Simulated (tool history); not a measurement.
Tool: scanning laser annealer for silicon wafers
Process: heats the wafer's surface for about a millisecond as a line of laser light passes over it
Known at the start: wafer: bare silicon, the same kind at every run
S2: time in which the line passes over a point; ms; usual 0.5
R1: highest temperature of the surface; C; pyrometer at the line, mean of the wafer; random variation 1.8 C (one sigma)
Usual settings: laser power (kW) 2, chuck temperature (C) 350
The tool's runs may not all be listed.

Run 1, hour 0: usual settings. Result: R1 1069 C.
Run 2, hour 15.7: usual settings. Result: R1 1067 C.
Run 3, hour 26.2: usual settings. Result: R1 1070 C.
Run 4, hour 44.6: usual settings. Result: R1 1072 C.
Run 5, hour 55.4: usual settings. Result: R1 1067 C.
Run 6, hour 73.5: usual settings but laser power (kW) 2.165. Result: R1 1133 C.
Run 7, hour 92.4: usual settings but laser power (kW) 2.165. Result: R1 1135 C.
Run 8, hour 109.9: usual settings but laser power (kW) 2.165. Result: R1 1138 C.
Run 9, hour 124.6: usual settings but chuck temperature (C) 343. Result: R1 1063 C.
Run 10, hour 135.7: usual settings but laser power (kW) 1.735. Result: R1 958 C.
Run 11, hour 147.7: usual settings but laser power (kW) 1.785, S2 0.565 ms. Result: R1 1023 C.
Run 12, hour 159.1: usual settings but chuck temperature (C) 349. Result: R1 1065 C.
Run 13, hour 177: usual settings but laser power (kW) 2.071, S2 0.596 ms, chuck temperature (C) 329. Result: R1 1145 C.
Run 14, hour 184.8: usual settings but laser power (kW) 1.921, S2 0.476 ms. Result: R1 1023 C.
At hour 193.9: window over the wafer cleaned.
Run 15, hour 195.1: usual settings but laser power (kW) 2.019, S2 0.459 ms. Result: R1 1051 C.
Run 16, hour 214.2: usual settings but laser power (kW) 2.062, S2 0.456 ms, chuck temperature (C) 342. Result: R1 1056 C.
Run 17, hour 233.1: usual settings but laser power (kW) 1.736, chuck temperature (C) 324. Result: R1 933 C.
Run 18, hour 244.4: usual settings but laser power (kW) 2.087, chuck temperature (C) 343. Result: R1 1097 C.
Run 19, hour 257.1: usual settings but laser power (kW) 2.081, chuck temperature (C) 373. Result: R1 1123 C.
Run 20, hour 267.8: usual settings but laser power (kW) 1.735, S2 0.485 ms, chuck temperature (C) 322. Result: R1 926 C.

5 ways to go on from here, each from the tool as it stands after run 20. What would each give?
Run A, hour 279: usual settings but laser power (kW) 2.163. Result: R1 ?.
Run B, hour 279: usual settings but laser power (kW) 1.743, S2 0.504 ms, chuck temperature (C) 330. Result: R1 ?.
Run C, hour 279: usual settings but laser power (kW) 1.918. Result: R1 ?.
Run D, hour 279: usual settings but chuck temperature (C) 346. Result: R1 ?.
Run E, hour 279: usual settings but laser power (kW) 2.059, S2 0.367 ms, chuck temperature (C) 365. Result: R1 ?.

run    R1
  A  1141
  B   948
  C  1038
  D  1066
  E  1008
Without the tool's hidden state the same runs would have given:
run    R1
  A  1141
  B   949
  C  1038
  D  1067
  E  1009
